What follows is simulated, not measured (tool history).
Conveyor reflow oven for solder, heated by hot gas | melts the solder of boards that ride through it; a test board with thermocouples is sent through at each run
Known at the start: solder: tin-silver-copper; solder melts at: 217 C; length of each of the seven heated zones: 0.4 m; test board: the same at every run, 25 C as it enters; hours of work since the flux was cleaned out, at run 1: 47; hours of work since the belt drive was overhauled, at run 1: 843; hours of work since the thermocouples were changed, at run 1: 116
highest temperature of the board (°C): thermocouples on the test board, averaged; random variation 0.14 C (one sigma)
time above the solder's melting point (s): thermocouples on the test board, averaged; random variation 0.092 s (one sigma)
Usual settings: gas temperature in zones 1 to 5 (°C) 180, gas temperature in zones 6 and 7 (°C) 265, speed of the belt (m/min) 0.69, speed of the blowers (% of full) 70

run   hour  gas temperature in zones 1 to 5 (°C)  gas temperature in zones 6 and 7 (°C)  speed of the belt (m/min)  speed of the blowers (% of full)  hours of work since the flux was cleaned out  hours of work since the belt drive was overhauled  hours of work since the thermocouples were changed  highest temperature of the board (°C)  time above the solder's melting point (s)
  1      0                                   180                                    265                       0.69                                70                                            47                                                843                                                 116                                  251.9                                      54.33
  2   27.7                                   180                                    265                       0.69                                70                                            68                                                865                                                 138                                  251.6                                      54.14
  3   57.6                                   167                                    265                       0.69                                70                                            92                                                889                                                 162                                  249.6                                      48.67
  4   80.9                                   167                                    265                       0.69                                70                                           110                                                907                                                 180                                  250.1                                      48.61
  5  105.6                                   180                                    265                       0.62                                70                                           130                                                927                                                 200                                  254.3                                      63.06
  6  129.1                                   180                                    265                       0.62                                70                                           148                                                945                                                 218                                  254.6                                      63.14
  7  144.6                                   192                                    271                       0.69                                89                                           161                                                957                                                 231                                  261.7                                       64.2
     155.8  -- belt drive overhauled, speed set with a stopwatch
  8  162.6                                   178                                    253                       0.69                                76                                           172                                                  5                                                 242                                  242.1                                      47.11
  9  184.4                                   186                                    265                      0.556                                76                                           189                                                 23                                                 259                                  258.5                                      75.96
     196.1  -- flux residue cleaned out of gas plates and filters
 10  216.4                                   177                                    271                       0.69                                70                                            16                                                 44                                                 280                                  256.9                                      56.09
 11  242.7                                   177                                    271                       0.69                                70                                            37                                                 65                                                 301                                  256.6                                      55.94

5 ways to go on from here, each from the tool as it stands after run 11. What would each give?
  A  255.8                                   176                                    260                      0.691                                70                                            47                                                 75                                                 311                                      ?                                          ?
  B  255.8                                   181                                    271                       0.69                                82                                            47                                                 75                                                 311                                      ?                                          ?
  C  255.8                                   177                                    278                      0.643                                62                                            47                                                 75                                                 311                                      ?                                          ?
  D  255.8                                   190                                    265                       0.69                                54                                            47                                                 75                                                 311                                      ?                                          ?
  E  255.8                                   180                                    265                       0.69                                66                                            47                                                 75                                                 311                                      ?                                          ?

run  highest temperature of the board (°C)  time above the solder's melting point (s)
  A                                  246.6                                      49.46
  B                                  259.5                                       59.2
  C                                  263.3                                      63.85
  D                                  250.2                                       56.2
  E                                  251.4                                      53.53
Without the tool's hidden state the same runs would have given:
run  highest temperature of the board (°C)  time above the solder's melting point (s)
  A                                  246.6                                      49.44
  B                                  259.4                                      59.19
  C                                  263.3                                      63.83
  D                                  250.2                                      56.18
  E                                  251.3                                      53.51
